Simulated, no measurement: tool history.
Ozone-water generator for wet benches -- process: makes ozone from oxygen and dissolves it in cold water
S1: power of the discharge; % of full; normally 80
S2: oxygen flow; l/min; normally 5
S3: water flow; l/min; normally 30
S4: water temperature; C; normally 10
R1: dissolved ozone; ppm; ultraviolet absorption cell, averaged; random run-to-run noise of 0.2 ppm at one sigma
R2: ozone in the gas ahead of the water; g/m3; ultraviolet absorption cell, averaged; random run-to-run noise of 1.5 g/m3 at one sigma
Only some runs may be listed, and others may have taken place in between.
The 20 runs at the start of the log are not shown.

run 21 hour=536.1 | S1=74 S2=8.22 S3=23 S4=12 | R1=34.2 R2=204.8
run 22 hour=569.1 | S1=93 S2=4.81 S3=39 S4=14 | R1=22.7 R2=317.7
-- hour=582.2 gauge calibrated
run 23 hour=593.1 | S1=93 S2=4.81 S3=39 S4=14 | R1=22.6 R2=327.1
run 24 hour=610.1 | S1=80 S2=2.87 S3=20 S4=10 | R1=37.3 R2=392.4
run 25 hour=644 | S1=80 S2=3.37 S3=43 S4=10 | R1=17.4 R2=360.5
run 26 hour=675 | S1=80 S2=2.63 S3=43 S4=10 | R1=15.7 R2=411.3
run 27 hour=704.4 | S1=44 S2=3.18 S3=28 S4=9 | R1=19.1 R2=256.4
run 28 hour=720.8 | S1=44 S2=3.18 S3=28 S4=9 | R1=19 R2=254.1
run 29 hour=737.8 | S1=80 S2=5 S3=30 S4=7 | R1=28.8 R2=289.2
run 30 hour=755.9 | S1=80 S2=2.53 S3=30 S4=13 | R1=23.5 R2=417.5
run 31 hour=770.3 | S1=80 S2=6.86 S3=30 S4=13 | R1=28.3 R2=242.5
run 32 hour=787.8 | S1=80 S2=5.34 S3=34 S4=12 | R1=24.4 R2=277.9

Alternative continuations, all from the tool just after run 32; predict every row:
run A hour=802.3 | S1=80 S2=5 S3=28 S4=10 | R1=? R2=?
run B hour=802.3 | S1=80 S2=7.02 S3=45 S4=18 | R1=? R2=?
run C hour=802.3 | S1=80 S2=6.95 S3=30 S4=10 | R1=? R2=?
run D hour=802.3 | S1=94 S2=5.34 S3=34 S4=12 | R1=? R2=?
run E hour=802.3 | S1=80 S2=6.26 S3=34 S4=14 | R1=? R2=?

run=A R1=30 R2=285.2
run=B R1=18.2 R2=238.7
run=C R1=28.8 R2=239.2
run=D R1=27.4 R2=303.3
run=E R1=24.5 R2=252.5
The same runs, with their run-to-run variation unchanged, on a tool lacking any hidden condition would have given:
run=A R1=30.1 R2=288.6
run=B R1=18.3 R2=241.5
run=C R1=28.9 R2=242
run=D R1=27.5 R2=306.9
run=E R1=24.5 R2=255.5
